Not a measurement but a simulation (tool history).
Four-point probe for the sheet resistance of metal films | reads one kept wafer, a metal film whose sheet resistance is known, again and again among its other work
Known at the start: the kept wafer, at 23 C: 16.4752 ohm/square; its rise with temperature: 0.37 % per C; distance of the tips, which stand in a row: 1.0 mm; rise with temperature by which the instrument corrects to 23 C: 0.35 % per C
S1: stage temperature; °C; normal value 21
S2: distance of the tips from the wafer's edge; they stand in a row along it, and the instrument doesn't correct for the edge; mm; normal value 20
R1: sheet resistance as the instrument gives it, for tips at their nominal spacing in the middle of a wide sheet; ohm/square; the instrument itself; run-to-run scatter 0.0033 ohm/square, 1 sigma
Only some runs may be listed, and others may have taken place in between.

Run 1, hour 0.0: usual settings. Result: R1 16.491494 ohm/square.
Run 2, hour 67.3: usual settings but S1 26 °C. Result: R1 16.502943 ohm/square.
Run 3, hour 132.7: usual settings but S1 26 °C. Result: R1 16.506210 ohm/square.
Run 4, hour 166.6: usual settings. Result: R1 16.490010 ohm/square.
Run 5, hour 220.3: usual settings. Result: R1 16.493446 ohm/square.
Run 6, hour 267.2: usual settings but S1 30 °C. Result: R1 16.526174 ohm/square.
Run 7, hour 317.8: usual settings but S1 30 °C. Result: R1 16.521458 ohm/square.
Run 8, hour 373.1: usual settings but S1 30 °C. Result: R1 16.519594 ohm/square.
Run 9, hour 435.0: usual settings. Result: R1 16.490947 ohm/square.
Run 10, hour 464.6: usual settings. Result: R1 16.488911 ohm/square.
Run 11, hour 519.6: usual settings but S2 17 mm. Result: R1 16.503746 ohm/square.
Run 12, hour 569.9: usual settings but S2 17 mm. Result: R1 16.495765 ohm/square.
Run 13, hour 607.8: usual settings but S2 17 mm. Result: R1 16.496154 ohm/square.
At hour 651.9: stage's thermometer calibrated.
Run 14, hour 651.9: usual settings but S1 34 °C. Result: R1 16.538993 ohm/square.
Run 15, hour 709.9: usual settings but S1 34 °C. Result: R1 16.533027 ohm/square.
Run 16, hour 777.4: usual settings but S1 23 °C, S2 62 mm. Result: R1 16.480116 ohm/square.
Run 17, hour 810.7: usual settings but S1 23 °C, S2 62 mm. Result: R1 16.475176 ohm/square.
Run 18, hour 848.5: usual settings but S1 27 °C, S2 6 mm. Result: R1 16.734400 ohm/square.
Run 19, hour 910.8: usual settings but S1 32 °C, S2 6 mm. Result: R1 16.744728 ohm/square.
Run 20, hour 965.5: usual settings but S2 8 mm. Result: R1 16.607053 ohm/square.

3 ways to go on from here, each from the tool as it stands after run 20. What would each give?
Run A, hour 1012.2: usual settings but S2 18 mm. Result: R1 ?.
Run B, hour 1012.2: usual settings but S1 28 °C, S2 9 mm. Result: R1 ?.
Run C, hour 1012.2: usual settings but S1 19 °C, S2 38 mm. Result: R1 ?.

run         R1
  A  16.501341
  B  16.604544
  C  16.466411
Without the tool's hidden state the same runs would have given:
run         R1
  A  16.499502
  B  16.602693
  C  16.464577

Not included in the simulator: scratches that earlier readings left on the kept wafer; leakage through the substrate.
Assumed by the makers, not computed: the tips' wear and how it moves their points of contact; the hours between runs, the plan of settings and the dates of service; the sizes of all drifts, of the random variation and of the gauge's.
